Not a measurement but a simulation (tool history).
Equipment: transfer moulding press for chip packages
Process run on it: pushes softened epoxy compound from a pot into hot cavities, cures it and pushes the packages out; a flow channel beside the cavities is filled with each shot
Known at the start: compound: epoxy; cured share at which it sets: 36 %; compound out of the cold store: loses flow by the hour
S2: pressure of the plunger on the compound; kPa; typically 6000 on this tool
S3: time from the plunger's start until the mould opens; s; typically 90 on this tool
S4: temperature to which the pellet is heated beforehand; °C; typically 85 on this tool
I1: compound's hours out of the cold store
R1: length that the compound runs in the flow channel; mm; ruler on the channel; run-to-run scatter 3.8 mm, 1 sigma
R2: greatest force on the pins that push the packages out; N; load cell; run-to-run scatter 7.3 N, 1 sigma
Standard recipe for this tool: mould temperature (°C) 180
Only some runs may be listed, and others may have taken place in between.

Run 1, day 0: usual settings; I1 15.9. Result: R1 505 mm, R2 554 N.
At day 0.888: cavities cleaned with cleaning compound and waxed.
Run 2, day 0.942: usual settings; I1 8.2. Result: R1 516 mm, R2 749 N.
Run 3, day 1.625: usual settings but mould temperature (°C) 176; I1 9.5. Result: R1 524 mm, R2 956 N.
Run 4, day 2.746: usual settings but mould temperature (°C) 176; I1 40.8. Result: R1 454 mm, R2 851 N.
Run 5, day 3.308: usual settings; I1 40.3. Result: R1 443 mm, R2 611 N.
Run 6, day 3.871: usual settings; I1 16.3. Result: R1 495 mm, R2 659 N.
At day 4.7: cavities cleaned with cleaning compound and waxed.
Run 7, day 4.954: usual settings but S4 79 °C; I1 28. Result: R1 469 mm, R2 367 N.
At day 5.208: cavities cleaned with cleaning compound and waxed, once more.
Run 8, day 5.979: usual settings but S4 89 °C; I1 23.4. Result: R1 471 mm, R2 406 N.
Run 9, day 6.533: usual settings; I1 28.8. Result: R1 458 mm, R2 453 N.
Run 10, day 7.475: usual settings; I1 24.6. Result: R1 467 mm, R2 534 N.
Run 11, day 8.492: usual settings; I1 13.2. Result: R1 484 mm, R2 590 N.
At day 9.025: cavities cleaned with cleaning compound and waxed.
Run 12, day 9.571: usual settings; I1 11.1. Result: R1 489 mm, R2 406 N.
Run 13, day 10.233: usual settings but S2 5370 kPa; I1 43.1. Result: R1 401 mm, R2 453 N.
Run 14, day 10.879: usual settings but S3 76 s; I1 31.5. Result: R1 441 mm, R2 786 N.
Run 15, day 11.488: usual settings but S3 76 s; I1 27.9. Result: R1 453 mm, R2 832 N.
At day 11.838: plunger's sealing rings changed.
Run 16, day 12.421: usual settings but S3 76 s; I1 27. Result: R1 508 mm, R2 874 N.
At day 12.904: cavities cleaned with cleaning compound and waxed.
Run 17, day 13.046: usual settings but mould temperature (°C) 181, S2 4560 kPa, S4 86 °C; I1 39.3. Result: R1 419 mm, R2 300 N.
Run 18, day 13.571: usual settings but S2 7100 kPa; I1 28. Result: R1 546 mm, R2 405 N.
Run 19, day 14.246: usual settings but S2 7100 kPa; I1 33.3. Result: R1 539 mm, R2 468 N.
Run 20, day 14.996: usual settings but S2 6750 kPa, S3 120 s; I1 45. Result: R1 490 mm, R2 344 N.
Run 21, day 15.629: usual settings but S2 6750 kPa, S3 120 s; I1 45. Result: R1 487 mm, R2 351 N.
Run 22, day 16.225: usual settings but S2 6750 kPa, S3 120 s; I1 18.8. Result: R1 538 mm, R2 375 N.
At day 16.721: cavities cleaned with cleaning compound and waxed.
Run 23, day 17.338: usual settings but S2 6900 kPa, S3 109 s; I1 17.6. Result: R1 551 mm, R2 305 N.
Run 24, day 17.825: usual settings but S2 6900 kPa, S3 75 s, S4 84 °C; I1 10.8. Result: R1 565 mm, R2 784 N.
Run 25, day 18.879: usual settings; I1 44.7. Result: R1 458 mm, R2 482 N.
Run 26, day 19.4: usual settings but S2 4910 kPa, S3 71 s; I1 21.7. Result: R1 455 mm, R2 1017 N.
Run 27, day 19.946: usual settings but S2 4990 kPa, S3 71 s; I1 45.2. Result: R1 426 mm, R2 934 N.

For some of the steps in R1 from one run to the next: how much would appear even if the tool had no hidden state, given the settings, what came in and random variation, and how much remains for the hidden state plus any gauge scatter that the measured result and the result without hidden state don't share?
The tool's hidden condition here consists of: true mould temperature over the reading, C; pressure that reaches the compound, % of what is set; grip of the stained cavities, % over clean ones'; drift of the gauge itself on flow_mm, %; drift of the gauge itself on push_out_n, %.
Run 12 -> 13: S2 6000 -> 5370. R1 -88 mm: hidden state +8, all else -96.
Run 15 -> 16: plunger's sealing rings changed. R1 +55 mm: hidden state +55, all else +0.
Run 17 -> 18: mould temperature (°C) 181 -> 180, S2 4560 -> 7100, S4 86 -> 85. R1 +127 mm: hidden state -1, all else +128.
Run 24 -> 25: S2 6900 -> 6000, S3 75 -> 90, S4 84 -> 85. R1 -107 mm: hidden state +1, all else -108.
